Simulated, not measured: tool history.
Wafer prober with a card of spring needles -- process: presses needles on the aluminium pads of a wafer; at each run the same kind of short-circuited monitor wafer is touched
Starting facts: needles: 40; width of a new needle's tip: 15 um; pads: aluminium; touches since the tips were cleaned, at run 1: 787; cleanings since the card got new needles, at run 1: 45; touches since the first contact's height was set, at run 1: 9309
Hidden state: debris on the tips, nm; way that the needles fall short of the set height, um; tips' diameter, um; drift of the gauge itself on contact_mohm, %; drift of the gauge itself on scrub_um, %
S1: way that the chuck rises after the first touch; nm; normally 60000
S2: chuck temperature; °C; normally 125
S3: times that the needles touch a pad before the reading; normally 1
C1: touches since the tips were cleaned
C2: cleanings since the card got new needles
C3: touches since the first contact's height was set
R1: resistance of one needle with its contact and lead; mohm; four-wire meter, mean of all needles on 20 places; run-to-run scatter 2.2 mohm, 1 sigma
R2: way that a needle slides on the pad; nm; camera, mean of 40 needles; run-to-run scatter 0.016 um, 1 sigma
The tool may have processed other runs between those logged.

Run 1, hour 0.0: usual settings; C1 787; C2 45; C3 9309. Result: R1 258 mohm, R2 8800 nm.
At hour 36.0: tips cleaned on abrasive film.
At hour 70.3: tips cleaned on abrasive film.
Run 2, hour 71.3: usual settings but S1 46000 nm; C1 237; C2 47; C3 27327. Result: R1 265 mohm, R2 6690 nm.
At hour 106.3: tips cleaned on abrasive film.
Run 3, hour 106.3: usual settings; C1 0; C2 48; C3 36196. Result: R1 245 mohm, R2 8740 nm.
At hour 145.2: tips cleaned on abrasive film.
Run 4, hour 166.8: usual settings; C1 5480; C2 49; C3 51507. Result: R1 304 mohm, R2 8700 nm.
At hour 182.2: tips cleaned on abrasive film.
At hour 220.8: tips cleaned on abrasive film.
Run 5, hour 221.3: usual settings; C1 151; C2 51; C3 65281. Result: R1 251 mohm, R2 8740 nm.
Run 6, hour 252.9: usual settings; C1 8147; C2 51; C3 73277. Result: R1 312 mohm, R2 8730 nm.
At hour 257.3: tips cleaned on abrasive film.
Run 7, hour 283.2: usual settings but S2 82 °C; C1 6585; C2 52; C3 80946. Result: R1 307 mohm, R2 8730 nm.

Predict the results of run 8:
At hour 293.3: tips cleaned on abrasive film.
At hour 332.3: tips cleaned on abrasive film.
Run 8, hour 335.4: usual settings but S1 42000 nm, S2 35 °C, S3 3; C1 799; C2 54; C3 94131. Result: R1 ?, R2 ?.

{"run 8": {"R1": 240, "R2": 6070}}
On a tool with no hidden condition, and with the same random variation, this run would have come out at R1 222 mohm, R2 6140 nm.

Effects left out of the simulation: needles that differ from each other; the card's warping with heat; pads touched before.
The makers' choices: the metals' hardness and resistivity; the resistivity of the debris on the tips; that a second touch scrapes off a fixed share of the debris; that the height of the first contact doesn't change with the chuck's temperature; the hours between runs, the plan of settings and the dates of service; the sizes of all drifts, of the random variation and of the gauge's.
